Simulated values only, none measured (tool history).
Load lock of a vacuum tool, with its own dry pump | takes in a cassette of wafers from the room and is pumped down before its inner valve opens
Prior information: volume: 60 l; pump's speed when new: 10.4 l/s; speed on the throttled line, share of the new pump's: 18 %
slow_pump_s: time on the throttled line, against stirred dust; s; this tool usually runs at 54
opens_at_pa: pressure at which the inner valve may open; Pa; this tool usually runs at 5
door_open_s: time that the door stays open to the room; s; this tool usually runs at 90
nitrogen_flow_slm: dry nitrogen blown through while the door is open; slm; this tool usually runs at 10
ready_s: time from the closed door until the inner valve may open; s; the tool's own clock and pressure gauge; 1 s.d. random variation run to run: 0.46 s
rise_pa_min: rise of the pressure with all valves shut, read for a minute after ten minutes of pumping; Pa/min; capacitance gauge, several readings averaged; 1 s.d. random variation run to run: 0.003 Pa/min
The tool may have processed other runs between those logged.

| run | hour | slow_pump_s | opens_at_pa | door_open_s | nitrogen_flow_slm | incoming humidity of the room's air, % | ready_s | rise_pa_min |
|---|---|---|---|---|---|---|---|---|
| 1 | 0 | 54 | 5 | 90 | 10 | 42.5 | 103 | 0.017 |
| 2 | 165.8 | 54 | 5 | 90 | 10 | 49.4 | 102.7 | 0.017 |
| 3 | 402.7 | 54 | 5 | 90 | 10 | 48 | 101.6 | 0.02 |
| 4 | 674.8 | 54 | 5 | 90 | 10 | 44.9 | 101.8 | 0.016 |
| 5 | 874.4 | 54 | 5 | 90 | 10 | 45 | 101.9 | 0.017 |
| 6 | 1154.7 | 54 | 5 | 90 | 10 | 44.2 | 102.9 | 0.019 |
| 7 | 1413.6 | 54 | 5 | 90 | 10 | 44.9 | 101.7 | 0.017 |
| 8 | 1564.1 | 54 | 5 | 90 | 10 | 46.2 | 102.5 | 0.022 |
| 9 | 1822.5 | 54 | 5 | 90 | 6 | 46.4 | 102.3 | 0.021 |
| 10 | 2015.9 | 54 | 5 | 90 | 10 | 45.3 | 102.4 | 0.019 |
| 11 | 2196.1 | 54 | 5 | 90 | 10 | 45.3 | 102.7 | 0.02 |
| 12 | 2385.7 | 54 | 5 | 26 | 10 | 46.2 | 102.4 | 0.008 |
| 13 | 2599.5 | 54 | 5 | 90 | 4 | 45.4 | 100.9 | 0.028 |
| 14 | 2844.9 | 54 | 5 | 90 | 4 | 43.5 | 102.7 | 0.023 |
| 15 | 2974.5 | 54 | 5 | 90 | 4 | 45.6 | 101.4 | 0.024 |
| 16 | 3161.2 | 54 | 5 | 90 | 4 | 48.5 | 102.8 | 0.023 |
| 17 | 3353.3 | 54 | 5 | 90 | 4 | 42.6 | 101.6 | 0.026 |
| 18 | 3578.2 | 44 | 6 | 106 | 35 | 42.7 | 92.4 | 0.005 |
| 19 | 3733.2 | 44 | 7 | 73 | 14 | 45.7 | 91.6 | 0.008 |
| 20 | 4005.5 | 54 | 5 | 32 | 10 | 44.4 | 101.2 | 0.012 |
| 21 | 4281.9 | 85 | 5 | 90 | 15 | 45 | 128 | 0.015 |
| 22 | 4459.8 | 85 | 5 | 90 | 15 | 47.5 | 126.3 | 0.015 |
| 23 | 4582.4 | 55 | 8 | 90 | 15 | 45.6 | 99.4 | 0.016 |
| 24 | 4851.7 | 81 | 5 | 90 | 10 | 43.9 | 123.7 | 0.022 |
| 25 | 5069.8 | 43 | 5 | 90 | 21 | 43.7 | 93.3 | 0.017 |
| 26 | 5289.6 | 54 | 5 | 178 | 10 | 47.2 | 102.8 | 0.027 |
|  | 5417.3 | dry pump taken out, an overhauled one fitted |
| 27 | 5457.5 | 54 | 5 | 178 | 10 | 47.3 | 101.7 | 0.023 |
| 28 | 5627.2 | 41 | 4 | 90 | 10 | 43.5 | 92.6 | 0.013 |
| 29 | 5779.1 | 81 | 5 | 64 | 13 | 45.3 | 124.4 | 0.016 |

What if the next run were any one of these 3? Each begins from the tool's condition after run 29:
| A | 5922.7 | 84 | 5 | 214 | 10 | 42.9 | ? | ? |
| B | 5922.7 | 36 | 8 | 90 | 10 | 48.1 | ? | ? |
| C | 5922.7 | 37 | 8 | 64 | 7 | 45 | ? | ? |

| run | ready_s | rise_pa_min |
|---|---|---|
| A | 126.8 | 0.02 |
| B | 84.2 | 0.022 |
| C | 84.9 | 0.017 |
Had the tool no hidden state, the same runs would have come out as:
| run | ready_s | rise_pa_min |
|---|---|---|
| A | 126.8 | 0.019 |
| B | 84.2 | 0.021 |
| C | 84.9 | 0.016 |

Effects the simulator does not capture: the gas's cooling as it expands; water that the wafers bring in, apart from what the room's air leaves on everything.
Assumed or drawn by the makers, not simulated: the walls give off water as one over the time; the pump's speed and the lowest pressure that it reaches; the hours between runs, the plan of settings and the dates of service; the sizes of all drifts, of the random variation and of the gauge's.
